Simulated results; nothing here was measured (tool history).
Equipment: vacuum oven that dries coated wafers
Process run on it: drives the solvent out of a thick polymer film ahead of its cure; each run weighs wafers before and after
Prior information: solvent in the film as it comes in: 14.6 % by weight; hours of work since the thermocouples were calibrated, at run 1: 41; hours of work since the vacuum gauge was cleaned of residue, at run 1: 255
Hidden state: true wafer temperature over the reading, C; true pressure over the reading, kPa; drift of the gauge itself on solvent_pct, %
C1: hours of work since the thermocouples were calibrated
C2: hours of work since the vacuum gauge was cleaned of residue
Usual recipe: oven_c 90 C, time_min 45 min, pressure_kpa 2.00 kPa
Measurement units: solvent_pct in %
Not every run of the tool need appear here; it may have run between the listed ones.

{"run": 1, "day": 0.0, "oven_c": 90, "time_min": 45, "pressure_kpa": 2.0, "C1": 41, "C2": 255, "solvent_pct": 3.05}
{"run": 2, "day": 0.367, "oven_c": 90, "time_min": 45, "pressure_kpa": 7.11, "C1": 46, "C2": 259, "solvent_pct": 5.13}
{"run": 3, "day": 0.792, "oven_c": 90, "time_min": 45, "pressure_kpa": 2.0, "C1": 51, "C2": 265, "solvent_pct": 2.91}
{"run": 4, "day": 1.262, "oven_c": 81, "time_min": 45, "pressure_kpa": 2.0, "C1": 57, "C2": 271, "solvent_pct": 5.72}
{"run": 5, "day": 1.767, "oven_c": 81, "time_min": 45, "pressure_kpa": 2.0, "C1": 64, "C2": 277, "solvent_pct": 5.9}
{"run": 6, "day": 2.071, "oven_c": 81, "time_min": 45, "pressure_kpa": 2.0, "C1": 68, "C2": 281, "solvent_pct": 5.9}
{"run": 7, "day": 2.421, "oven_c": 81, "time_min": 45, "pressure_kpa": 2.0, "C1": 72, "C2": 285, "solvent_pct": 5.94}
{"run": 8, "day": 2.746, "oven_c": 81, "time_min": 45, "pressure_kpa": 2.0, "C1": 76, "C2": 289, "solvent_pct": 5.9}
{"run": 9, "day": 3.175, "oven_c": 81, "time_min": 45, "pressure_kpa": 2.0, "C1": 82, "C2": 295, "solvent_pct": 6.02}
{"run": 10, "day": 3.538, "oven_c": 81, "time_min": 45, "pressure_kpa": 2.0, "C1": 86, "C2": 299, "solvent_pct": 5.9}
{"run": 11, "day": 3.854, "oven_c": 90, "time_min": 45, "pressure_kpa": 2.0, "C1": 90, "C2": 303, "solvent_pct": 3.02}
{"run": 12, "day": 4.258, "oven_c": 90, "time_min": 45, "pressure_kpa": 2.0, "C1": 95, "C2": 308, "solvent_pct": 2.89}
{"run": 13, "day": 4.554, "oven_c": 90, "time_min": 45, "pressure_kpa": 6.01, "C1": 99, "C2": 312, "solvent_pct": 4.66}
{"run": 14, "day": 4.829, "oven_c": 90, "time_min": 45, "pressure_kpa": 2.0, "C1": 102, "C2": 316, "solvent_pct": 2.96}
{"run": 15, "day": 5.325, "oven_c": 90, "time_min": 45, "pressure_kpa": 2.0, "C1": 109, "C2": 322, "solvent_pct": 2.85}
{"run": 16, "day": 5.708, "oven_c": 90, "time_min": 45, "pressure_kpa": 2.0, "C1": 114, "C2": 327, "solvent_pct": 3.0}
{"run": 17, "day": 5.979, "oven_c": 90, "time_min": 45, "pressure_kpa": 2.0, "C1": 117, "C2": 330, "solvent_pct": 3.0}
{"run": 18, "day": 6.238, "oven_c": 90, "time_min": 45, "pressure_kpa": 2.0, "C1": 120, "C2": 333, "solvent_pct": 3.04}
{"run": 19, "day": 6.717, "oven_c": 90, "time_min": 45, "pressure_kpa": 2.0, "C1": 126, "C2": 340, "solvent_pct": 2.97}
{"run": 20, "day": 7.062, "oven_c": 90, "time_min": 45, "pressure_kpa": 2.0, "C1": 131, "C2": 344, "solvent_pct": 3.03}
{"run": 21, "day": 7.408, "oven_c": 90, "time_min": 45, "pressure_kpa": 2.0, "C1": 135, "C2": 348, "solvent_pct": 2.97}
{"run": 22, "day": 7.683, "oven_c": 90, "time_min": 45, "pressure_kpa": 2.0, "C1": 139, "C2": 352, "solvent_pct": 2.93}
{"run": 23, "day": 8.067, "oven_c": 90, "time_min": 45, "pressure_kpa": 2.0, "C1": 143, "C2": 357, "solvent_pct": 2.88}
{"day": 8.175, "done": "oven's thermocouples calibrated"}
{"run": 24, "day": 8.658, "oven_c": 95, "time_min": 33, "pressure_kpa": 1.52, "C1": 6, "C2": 363, "solvent_pct": 2.55}
{"run": 25, "day": 9.071, "oven_c": 95, "time_min": 33, "pressure_kpa": 1.52, "C1": 11, "C2": 368, "solvent_pct": 2.43}
{"run": 26, "day": 9.533, "oven_c": 95, "time_min": 33, "pressure_kpa": 1.52, "C1": 17, "C2": 374, "solvent_pct": 2.38}
{"run": 27, "day": 9.875, "oven_c": 95, "time_min": 33, "pressure_kpa": 1.52, "C1": 21, "C2": 378, "solvent_pct": 2.53}
{"run": 28, "day": 10.1, "oven_c": 95, "time_min": 33, "pressure_kpa": 1.52, "C1": 24, "C2": 381, "solvent_pct": 2.43}
{"run": 29, "day": 10.467, "oven_c": 95, "time_min": 33, "pressure_kpa": 1.52, "C1": 29, "C2": 386, "solvent_pct": 2.44}
{"run": 30, "day": 10.754, "oven_c": 102, "time_min": 48, "pressure_kpa": 1.99, "C1": 33, "C2": 390, "solvent_pct": 0.81}
{"run": 31, "day": 11.183, "oven_c": 76, "time_min": 48, "pressure_kpa": 1.99, "C1": 38, "C2": 395, "solvent_pct": 7.15}
{"day": 11.3, "done": "oven's thermocouples calibrated, once more"}
{"run": 32, "day": 11.571, "oven_c": 77, "time_min": 45, "pressure_kpa": 2.0, "C1": 3, "C2": 399, "solvent_pct": 7.46}
{"run": 33, "day": 12.079, "oven_c": 83, "time_min": 52, "pressure_kpa": 2.03, "C1": 10, "C2": 405, "solvent_pct": 4.96}
{"run": 34, "day": 12.433, "oven_c": 102, "time_min": 45, "pressure_kpa": 2.0, "C1": 14, "C2": 410, "solvent_pct": 0.83}
{"run": 35, "day": 12.712, "oven_c": 87, "time_min": 45, "pressure_kpa": 1.87, "C1": 18, "C2": 413, "solvent_pct": 4.09}
{"run": 36, "day": 13.112, "oven_c": 98, "time_min": 68, "pressure_kpa": 2.0, "C1": 23, "C2": 418, "solvent_pct": 0.99}
{"run": 37, "day": 13.521, "oven_c": 98, "time_min": 68, "pressure_kpa": 2.0, "C1": 28, "C2": 423, "solvent_pct": 0.97}
{"run": 38, "day": 14.029, "oven_c": 99, "time_min": 55, "pressure_kpa": 1.36, "C1": 34, "C2": 430, "solvent_pct": 0.76}
{"run": 39, "day": 14.388, "oven_c": 91, "time_min": 36, "pressure_kpa": 1.69, "C1": 39, "C2": 434, "solvent_pct": 3.61}
{"run": 40, "day": 14.808, "oven_c": 85, "time_min": 32, "pressure_kpa": 2.0, "C1": 44, "C2": 440, "solvent_pct": 6.06}
{"run": 41, "day": 15.3, "oven_c": 85, "time_min": 30, "pressure_kpa": 2.0, "C1": 51, "C2": 446, "solvent_pct": 6.31}
{"run": 42, "day": 15.721, "oven_c": 85, "time_min": 30, "pressure_kpa": 2.0, "C1": 56, "C2": 451, "solvent_pct": 6.31}
{"run": 43, "day": 16.05, "oven_c": 87, "time_min": 25, "pressure_kpa": 2.81, "C1": 60, "C2": 455, "solvent_pct": 6.57}
{"run": 44, "day": 16.575, "oven_c": 87, "time_min": 25, "pressure_kpa": 2.81, "C1": 67, "C2": 462, "solvent_pct": 6.76}
{"run": 45, "day": 16.821, "oven_c": 104, "time_min": 57, "pressure_kpa": 6.38, "C1": 70, "C2": 465, "solvent_pct": 1.94}
{"run": 46, "day": 17.308, "oven_c": 104, "time_min": 57, "pressure_kpa": 6.38, "C1": 76, "C2": 471, "solvent_pct": 2.02}

Consider 4 possible next runs. They are alternatives, not a sequence: every one starts from the tool as it was left by run 46. What does each give?
{"run": "A", "day": 17.608, "oven_c": 93, "time_min": 45, "pressure_kpa": 2.0, "C1": 80, "C2": 475, "solvent_pct": "?"}
{"run": "B", "day": 17.608, "oven_c": 80, "time_min": 57, "pressure_kpa": 3.63, "C1": 80, "C2": 475, "solvent_pct": "?"}
{"run": "C", "day": 17.608, "oven_c": 95, "time_min": 53, "pressure_kpa": 2.0, "C1": 80, "C2": 475, "solvent_pct": "?"}
{"run": "D", "day": 17.608, "oven_c": 90, "time_min": 45, "pressure_kpa": 2.86, "C1": 80, "C2": 475, "solvent_pct": "?"}

run=A solvent_pct=2.32
run=B solvent_pct=6.22
run=C solvent_pct=1.49
run=D solvent_pct=3.43
What these runs would have given with no unlogged condition in the tool:
run=A solvent_pct=2.21
run=B solvent_pct=6.07
run=C solvent_pct=1.39
run=D solvent_pct=3.31
